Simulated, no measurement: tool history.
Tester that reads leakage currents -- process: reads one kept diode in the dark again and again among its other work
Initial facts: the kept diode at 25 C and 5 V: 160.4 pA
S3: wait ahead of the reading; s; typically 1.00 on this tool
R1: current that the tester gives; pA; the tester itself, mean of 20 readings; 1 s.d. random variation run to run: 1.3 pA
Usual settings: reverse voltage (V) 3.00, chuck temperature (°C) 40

Run 1, hour 0.0: usual settings. Result: R1 472.95 pA.
Run 2, hour 56.7: usual settings. Result: R1 472.29 pA.
Run 3, hour 134.3: usual settings. Result: R1 474.67 pA.
Run 4, hour 243.9: usual settings. Result: R1 478.40 pA.
Run 5, hour 328.8: usual settings but reverse voltage (V) 14.54. Result: R1 1191.93 pA.
Run 6, hour 418.8: usual settings but reverse voltage (V) 14.54. Result: R1 1187.25 pA.
Run 7, hour 476.8: usual settings but reverse voltage (V) 14.54. Result: R1 1194.60 pA.
Run 8, hour 594.8: usual settings but reverse voltage (V) 10.91. Result: R1 1018.77 pA.
Run 9, hour 684.5: usual settings but reverse voltage (V) 1.97. Result: R1 385.86 pA.
Run 10, hour 802.9: usual settings but reverse voltage (V) 1.97. Result: R1 387.44 pA.
Run 11, hour 897.3: usual settings but reverse voltage (V) 1.97. Result: R1 389.88 pA.
Run 12, hour 999.1: usual settings but reverse voltage (V) 1.97. Result: R1 392.85 pA.
Run 13, hour 1066.3: usual settings but reverse voltage (V) 1.97. Result: R1 392.58 pA.
At hour 1098.4: chuck's temperature calibrated.
Run 14, hour 1162.5: usual settings but reverse voltage (V) 1.97. Result: R1 338.50 pA.
Run 15, hour 1274.9: usual settings but reverse voltage (V) 1.28, S3 0.75 s. Result: R1 266.27 pA.
Run 16, hour 1328.3: usual settings but reverse voltage (V) 2.43, chuck temperature (°C) 21. Result: R1 77.99 pA.
Run 17, hour 1424.6: usual settings but reverse voltage (V) 6.52, chuck temperature (°C) 55, S3 2.36 s. Result: R1 2126.08 pA.
Run 18, hour 1512.6: usual settings but reverse voltage (V) 6.52, chuck temperature (°C) 20, S3 0.32 s. Result: R1 132.78 pA.
Run 19, hour 1627.0: usual settings but reverse voltage (V) 1.87, chuck temperature (°C) 37, S3 4.97 s. Result: R1 263.33 pA.
Run 20, hour 1693.6: usual settings but reverse voltage (V) 1.87, chuck temperature (°C) 37, S3 4.97 s. Result: R1 265.56 pA.
Run 21, hour 1745.6: usual settings but reverse voltage (V) 7.56, chuck temperature (°C) 27, S3 3.96 s. Result: R1 256.76 pA.
Run 22, hour 1848.9: usual settings but reverse voltage (V) 3.43, S3 0.64 s. Result: R1 481.52 pA.
Run 23, hour 1961.1: usual settings but reverse voltage (V) 6.15, S3 8.82 s. Result: R1 669.45 pA.
Run 24, hour 2037.9: usual settings but reverse voltage (V) 2.72, chuck temperature (°C) 28, S3 0.63 s. Result: R1 159.47 pA.
Run 25, hour 2132.7: usual settings but reverse voltage (V) 17.75, chuck temperature (°C) 22, S3 0.36 s. Result: R1 295.34 pA.

Forecast each of these 4 alternatives for the next run:
Run A, hour 2243.1: usual settings but chuck temperature (°C) 47. Result: R1 ?.
Run B, hour 2243.1: usual settings but reverse voltage (V) 10.80, S3 1.95 s. Result: R1 ?.
Run C, hour 2243.1: usual settings but reverse voltage (V) 2.73, chuck temperature (°C) 22, S3 2.43 s. Result: R1 ?.
Run D, hour 2243.1: usual settings but reverse voltage (V) 8.59, chuck temperature (°C) 29, S3 1.10 s. Result: R1 ?.

run      R1
  A  777.18
  B  936.80
  C   95.31
  D  335.87
Had the tool no hidden state, the same runs would have come out as:
run      R1
  A  736.12
  B  879.82
  C   87.66
  D  310.76
